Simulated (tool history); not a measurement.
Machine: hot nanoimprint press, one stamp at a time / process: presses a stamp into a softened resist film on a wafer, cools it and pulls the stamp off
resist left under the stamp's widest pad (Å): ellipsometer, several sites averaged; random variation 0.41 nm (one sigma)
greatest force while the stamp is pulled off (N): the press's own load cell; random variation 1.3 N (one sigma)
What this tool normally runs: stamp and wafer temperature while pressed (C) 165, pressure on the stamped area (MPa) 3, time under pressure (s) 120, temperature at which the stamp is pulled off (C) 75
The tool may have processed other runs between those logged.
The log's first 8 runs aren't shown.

| run | day | stamp and wafer temperature while pressed (C) | pressure on the stamped area (MPa) | time under pressure (s) | temperature at which the stamp is pulled off (C) | resist left under the stamp's widest pad (Å) | greatest force while the stamp is pulled off (N) |
|---|---|---|---|---|---|---|---|
| 9 | 2.504 | 156 | 3.87 | 120 | 75 | 2192 | 149 |
| 10 | 2.733 | 156 | 3.87 | 120 | 75 | 2180 | 149 |
| 11 | 3 | 156 | 3.87 | 120 | 66 | 2191 | 162 |
| 12 | 3.233 | 165 | 3 | 132 | 75 | 1494 | 152 |
| 13 | 3.488 | 165 | 3 | 132 | 75 | 1501 | 149 |
| 14 | 3.892 | 165 | 3 | 132 | 75 | 1493 | 148 |
| 15 | 4.142 | 165 | 3 | 132 | 75 | 1500 | 153 |
| 16 | 4.558 | 165 | 2.56 | 132 | 75 | 1584 | 152 |
| 17 | 4.904 | 168 | 3 | 120 | 75 | 1314 | 151 |
| 18 | 5.142 | 176 | 3 | 84 | 71 | 976 | 155 |
| 19 | 5.633 | 176 | 3 | 147 | 75 | 754 | 154 |
| 20 | 5.875 | 155 | 3 | 120 | 75 | 2396 | 151 |

Run 21 is up next; what results do you expect?
| 21 | 6.108 | 155 | 1.95 | 74 | 75 | ? | ? |

{"run 21": {"resist left under the stamp's widest pad (Å)": 2709, "greatest force while the stamp is pulled off (N)": 149}}
Were there no unlogged condition in the tool, this run, its random variation unchanged, would have produced resist left under the stamp's widest pad (Å) 2710, greatest force while the stamp is pulled off (N) 148.
